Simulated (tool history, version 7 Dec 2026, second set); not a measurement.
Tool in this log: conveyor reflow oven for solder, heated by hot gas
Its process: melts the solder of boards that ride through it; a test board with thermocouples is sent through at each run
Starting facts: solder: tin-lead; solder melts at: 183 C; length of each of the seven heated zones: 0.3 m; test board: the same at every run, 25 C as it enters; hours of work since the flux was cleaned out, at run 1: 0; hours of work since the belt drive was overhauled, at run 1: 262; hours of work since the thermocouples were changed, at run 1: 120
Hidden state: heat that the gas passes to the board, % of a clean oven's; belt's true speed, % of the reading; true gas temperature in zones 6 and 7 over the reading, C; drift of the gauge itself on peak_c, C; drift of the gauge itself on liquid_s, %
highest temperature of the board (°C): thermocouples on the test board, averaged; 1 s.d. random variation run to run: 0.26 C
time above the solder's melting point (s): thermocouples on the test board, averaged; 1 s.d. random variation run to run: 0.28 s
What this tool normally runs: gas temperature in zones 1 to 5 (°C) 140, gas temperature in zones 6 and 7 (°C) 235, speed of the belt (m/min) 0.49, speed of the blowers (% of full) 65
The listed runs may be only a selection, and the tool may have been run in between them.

run,hour,gas temperature in zones 1 to 5 (°C),gas temperature in zones 6 and 7 (°C),speed of the belt (m/min),speed of the blowers (% of full),hours of work since the flux was cleaned out,hours of work since the belt drive was overhauled,hours of work since the thermocouples were changed,highest temperature of the board (°C),time above the solder's melting point (s)
1,0,140,235,0.49,65,0,262,120,212.5,50.6
2,69.7,140,235,0.49,65,47,309,167,212.6,50.9
3,129.7,140,235,0.49,65,88,350,208,212.8,50.1
4,210.1,140,235,0.49,65,142,404,262,212.2,50.1
5,277.4,140,235,0.49,63,188,450,308,212.2,49.7
# hour 291.6: flux residue cleaned out of gas plates and filters
6,331.4,140,235,0.49,63,27,483,341,211.9,49.5
7,409.8,140,231,0.49,65,80,536,394,209.3,47.9
8,468.3,135,235,0.49,65,119,575,433,211.4,47.8
9,548.3,140,235,0.49,72,174,629,488,214.9,53.2
# hour 581.6: flux residue cleaned out of gas plates and filters
10,603.2,140,235,0.49,72,15,663,521,215,53.2
11,671.1,140,235,0.49,65,61,709,567,212.4,50.7
12,730.9,130,235,0.49,65,101,750,608,209.7,45.6
13,773.3,140,235,0.49,65,130,778,636,212.2,50.6
14,812.1,140,249,0.49,65,156,804,663,223.7,59.3
15,852,140,249,0.49,65,183,831,690,223.6,59.2
# hour 872.2: flux residue cleaned out of gas plates and filters
16,902.7,149,235,0.49,65,21,862,721,214.6,55.8
17,953.2,149,235,0.49,65,55,897,755,214.6,55.6
18,989.1,147,235,0.5,65,79,921,779,213.3,52.6
19,1048.7,125,226,0.454,67,119,961,819,205,42.5
20,1084.3,125,226,0.427,67,143,985,843,207.7,48.7
# hour 1093.3: thermocouples of zones 6 and 7 changed
21,1147.9,140,246,0.542,52,185,1027,37,210.4,41.8
# hour 1164: flux residue cleaned out of gas plates and filters
22,1227,140,246,0.542,52,43,1077,87,210.4,41.8
23,1270.6,140,244,0.559,56,72,1106,117,209.5,40.7
24,1304.2,140,244,0.559,56,95,1129,139,209.6,40.1
25,1339.5,140,243,0.49,68,119,1153,163,220.1,56.9
# hour 1409.2: belt drive overhauled, speed set with a stopwatch
26,1414.2,126,228,0.588,50,167,3,211,187.4,8.3
27,1449,126,228,0.588,50,190,27,235,187.9,8.5
# hour 1461.3: flux residue cleaned out of gas plates and filters
28,1515.7,126,228,0.501,57,37,69,276,199.3,30.3
29,1565.5,140,228,0.49,65,70,102,310,207.2,45.9
30,1644.8,150,229,0.49,65,124,156,364,210.5,52.7
31,1725.7,150,223,0.414,72,179,211,418,211.6,66.2

How the hidden state differs across the entries between the runs, from the last listed run before each to the first after it:
From run 5 to run 6: flux residue cleaned out of gas plates and filters (hour 291.6)
  heat that the gas passes to the board, % of a clean oven's: 99.8 -> 100
From run 9 to run 10: flux residue cleaned out of gas plates and filters (hour 581.6)
  heat that the gas passes to the board, % of a clean oven's: 99.8 -> 100
From run 15 to run 16: flux residue cleaned out of gas plates and filters (hour 872.2)
  heat that the gas passes to the board, % of a clean oven's: 99.8 -> 100
From run 20 to run 21: thermocouples of zones 6 and 7 changed (hour 1093.3)
  heat that the gas passes to the board, % of a clean oven's: 99.9 -> 99.8; true gas temperature in zones 6 and 7 over the reading, C: 0.04 -> 0.01
From run 21 to run 22: flux residue cleaned out of gas plates and filters (hour 1164)
  heat that the gas passes to the board, % of a clean oven's: 99.8 -> 99.9; belt's true speed, % of the reading: 99.95 -> 99.94
From run 25 to run 26: belt drive overhauled, speed set with a stopwatch (hour 1409.2)
  heat that the gas passes to the board, % of a clean oven's: 99.9 -> 99.8; belt's true speed, % of the reading: 99.94 -> 100
From run 27 to run 28: flux residue cleaned out of gas plates and filters (hour 1461.3)
  heat that the gas passes to the board, % of a clean oven's: 99.8 -> 100; belt's true speed, % of the reading: 100 -> 99.99
